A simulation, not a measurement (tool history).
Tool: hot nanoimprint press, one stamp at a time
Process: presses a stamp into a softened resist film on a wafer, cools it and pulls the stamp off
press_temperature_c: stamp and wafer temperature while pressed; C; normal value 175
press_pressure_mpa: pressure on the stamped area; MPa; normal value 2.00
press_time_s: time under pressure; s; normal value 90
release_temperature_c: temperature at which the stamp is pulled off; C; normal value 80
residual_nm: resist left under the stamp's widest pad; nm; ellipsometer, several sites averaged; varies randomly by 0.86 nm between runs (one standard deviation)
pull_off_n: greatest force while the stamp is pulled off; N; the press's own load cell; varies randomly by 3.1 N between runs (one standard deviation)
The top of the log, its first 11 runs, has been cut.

{"run": 12, "day": 4.038, "press_temperature_c": 175, "press_pressure_mpa": 2.0, "press_time_s": 90, "release_temperature_c": 80, "residual_nm": 119.4, "pull_off_n": 140}
{"run": 13, "day": 4.433, "press_temperature_c": 175, "press_pressure_mpa": 2.0, "press_time_s": 90, "release_temperature_c": 80, "residual_nm": 118.9, "pull_off_n": 144}
{"run": 14, "day": 4.833, "press_temperature_c": 175, "press_pressure_mpa": 2.0, "press_time_s": 90, "release_temperature_c": 80, "residual_nm": 118.5, "pull_off_n": 147}
{"run": 15, "day": 5.233, "press_temperature_c": 175, "press_pressure_mpa": 2.0, "press_time_s": 90, "release_temperature_c": 77, "residual_nm": 117.8, "pull_off_n": 153}
{"run": 16, "day": 5.6, "press_temperature_c": 175, "press_pressure_mpa": 2.0, "press_time_s": 90, "release_temperature_c": 70, "residual_nm": 117.8, "pull_off_n": 164}
{"run": 17, "day": 5.867, "press_temperature_c": 175, "press_pressure_mpa": 2.0, "press_time_s": 90, "release_temperature_c": 70, "residual_nm": 118.6, "pull_off_n": 160}
{"run": 18, "day": 6.167, "press_temperature_c": 175, "press_pressure_mpa": 2.0, "press_time_s": 90, "release_temperature_c": 70, "residual_nm": 118.3, "pull_off_n": 160}
{"run": 19, "day": 6.475, "press_temperature_c": 168, "press_pressure_mpa": 1.31, "press_time_s": 90, "release_temperature_c": 80, "residual_nm": 170.9, "pull_off_n": 146}
{"run": 20, "day": 6.658, "press_temperature_c": 168, "press_pressure_mpa": 1.31, "press_time_s": 90, "release_temperature_c": 80, "residual_nm": 170.2, "pull_off_n": 151}
{"run": 21, "day": 7.071, "press_temperature_c": 175, "press_pressure_mpa": 2.0, "press_time_s": 74, "release_temperature_c": 80, "residual_nm": 125.4, "pull_off_n": 150}
{"run": 22, "day": 7.358, "press_temperature_c": 164, "press_pressure_mpa": 2.0, "press_time_s": 90, "release_temperature_c": 80, "residual_nm": 171.3, "pull_off_n": 145}
{"run": 23, "day": 7.592, "press_temperature_c": 164, "press_pressure_mpa": 2.0, "press_time_s": 90, "release_temperature_c": 80, "residual_nm": 170.1, "pull_off_n": 149}
{"run": 24, "day": 7.967, "press_temperature_c": 166, "press_pressure_mpa": 2.0, "press_time_s": 62, "release_temperature_c": 80, "residual_nm": 172.1, "pull_off_n": 151}
{"run": 25, "day": 8.175, "press_temperature_c": 166, "press_pressure_mpa": 2.0, "press_time_s": 62, "release_temperature_c": 80, "residual_nm": 171.5, "pull_off_n": 151}
{"run": 26, "day": 8.379, "press_temperature_c": 181, "press_pressure_mpa": 2.75, "press_time_s": 51, "release_temperature_c": 88, "residual_nm": 95.1, "pull_off_n": 138}

The next listed run, before its measurement:
{"run": 27, "day": 8.675, "press_temperature_c": 165, "press_pressure_mpa": 1.31, "press_time_s": 148, "release_temperature_c": 77, "residual_nm": "?", "pull_off_n": "?"}

Run 27 yielded residual_nm 170.7 nm, pull_off_n 159 N.
If the tool had no hidden condition, the same run with the same run-to-run variation would have returned residual_nm 169.5 nm, pull_off_n 154 N.

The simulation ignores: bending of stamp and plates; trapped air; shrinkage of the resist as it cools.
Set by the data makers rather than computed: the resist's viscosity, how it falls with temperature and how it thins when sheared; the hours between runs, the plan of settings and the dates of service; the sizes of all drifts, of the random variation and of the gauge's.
